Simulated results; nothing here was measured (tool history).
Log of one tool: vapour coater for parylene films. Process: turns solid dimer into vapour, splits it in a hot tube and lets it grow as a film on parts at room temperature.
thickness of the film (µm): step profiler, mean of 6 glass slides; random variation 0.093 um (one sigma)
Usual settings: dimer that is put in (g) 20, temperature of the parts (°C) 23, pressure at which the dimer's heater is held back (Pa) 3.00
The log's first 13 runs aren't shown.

| run | hour | dimer that is put in (g) | temperature of the parts (°C) | pressure at which the dimer's heater is held back (Pa) | hours of work since the trap's valve was overhauled | hours of work since the table's thermometer was calibrated | thickness of the film (µm) |
|---|---|---|---|---|---|---|---|
| 14 | 251.1 | 20 | 23 | 3.00 | 70 | 704 | 18.69 |
| 15 | 263.5 | 20 | 23 | 3.00 | 77 | 711 | 18.80 |
| 16 | 275.1 | 20 | 23 | 3.00 | 84 | 718 | 18.86 |
| 17 | 295.9 | 20 | 23 | 3.00 | 95 | 729 | 18.80 |
| 18 | 310.4 | 12 | 23 | 3.00 | 103 | 738 | 11.37 |
| 19 | 324.0 | 12 | 23 | 3.00 | 111 | 745 | 11.25 |
| 20 | 342.0 | 21 | 23 | 9.10 | 121 | 755 | 15.41 |
| 21 | 364.8 | 21 | 23 | 2.68 | 134 | 768 | 20.43 |
| 22 | 389.8 | 11 | 17 | 2.77 | 148 | 782 | 12.31 |
| 23 | 412.4 | 11 | 17 | 2.77 | 160 | 794 | 12.29 |
| 24 | 437.8 | 17 | 29 | 2.37 | 174 | 808 | 13.54 |
| 25 | 461.0 | 20 | 33 | 5.89 | 187 | 821 | 11.29 |
| 26 | 481.4 | 30 | 32 | 4.51 | 199 | 833 | 18.57 |
| 27 | 505.1 | 30 | 22 | 4.51 | 212 | 846 | 26.68 |
| 28 | 530.0 | 15 | 34 | 2.97 | 226 | 860 | 9.56 |
| 29 | 547.0 | 16 | 15 | 8.96 | 235 | 869 | 15.73 |
| 30 | 567.5 | 20 | 18 | 9.46 | 247 | 881 | 17.38 |
| 31 | 579.5 | 10 | 29 | 9.25 | 253 | 887 | 5.90 |
| 32 | 600.8 | 10 | 29 | 9.25 | 265 | 899 | 5.90 |
| 33 | 627.1 | 20 | 17 | 7.49 | 280 | 914 | 18.89 |

3 ways to go on from here, each from the tool as it stands after run 33. What would each give?
| A | 652.5 | 35 | 23 | 3.29 | 294 | 928 | ? |
| B | 652.5 | 20 | 17 | 8.18 | 294 | 928 | ? |
| C | 652.5 | 11 | 21 | 7.49 | 294 | 928 | ? |

| run | thickness of the film (µm) |
|---|---|
| A | 32.28 |
| B | 18.60 |
| C | 9.08 |
Without the tool's hidden state the same runs would have given:
| run | thickness of the film (µm) |
|---|---|
| A | 32.28 |
| B | 18.60 |
| C | 9.08 |
